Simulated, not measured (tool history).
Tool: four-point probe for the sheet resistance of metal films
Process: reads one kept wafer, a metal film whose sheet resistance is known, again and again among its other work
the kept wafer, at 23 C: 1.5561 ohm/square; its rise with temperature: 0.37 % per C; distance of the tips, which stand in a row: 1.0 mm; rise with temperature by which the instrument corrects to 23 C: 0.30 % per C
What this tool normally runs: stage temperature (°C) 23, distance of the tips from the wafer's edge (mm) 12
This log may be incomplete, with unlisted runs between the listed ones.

| run | hour | stage temperature (°C) | distance of the tips from the wafer's edge (mm) | sheet resistance as the instrument gives it (ohm/square) |
|---|---|---|---|---|
| 1 | 0.0 | 23 | 12 | 1.544791 |
| 2 | 19.8 | 23 | 12 | 1.544677 |
| 3 | 49.7 | 23 | 12 | 1.544761 |
| 4 | 68.5 | 23 | 12 | 1.544038 |
| 5 | 96.8 | 26 | 12 | 1.547791 |
| 6 | 113.4 | 23 | 12 | 1.544679 |
| 7 | 144.0 | 23 | 70 | 1.538739 |
| 8 | 163.8 | 23 | 12 | 1.544619 |
| 9 | 179.6 | 20 | 12 | 1.540683 |
| 10 | 194.0 | 20 | 12 | 1.541100 |
| 11 | 210.4 | 22 | 48 | 1.538307 |
| 12 | 238.4 | 23 | 4 | 1.588206 |
| 13 | 258.7 | 23 | 4 | 1.588381 |
| 14 | 287.8 | 22 | 12 | 1.542608 |
| 15 | 316.0 | 30 | 7 | 1.562778 |
| 16 | 339.1 | 24 | 41 | 1.539712 |
| 17 | 363.9 | 19 | 14 | 1.537924 |
| 18 | 378.5 | 19 | 14 | 1.537500 |
| 19 | 406.5 | 24 | 40 | 1.539767 |

Hidden state or all else? Some run-to-run changes of sheet resistance as the instrument gives it (ohm/square), split into what the settings, what came in and random variation would give without the hidden state, and what is left for the hidden state (with any gauge scatter that isn't in both results):
What the log doesn't record here: inner tips' distance over the nominal, %; tips' flats over new ones', %; wafer's true temperature over the reading, C; drift of the gauge itself on sheet_ohm, %.
Run 11 -> 12: stage temperature (°C) 22 -> 23, distance of the tips from the wafer's edge (mm) 48 -> 4. sheet resistance as the instrument gives it (ohm/square) +0.049899: hidden state -0.000615, all else +0.050514.
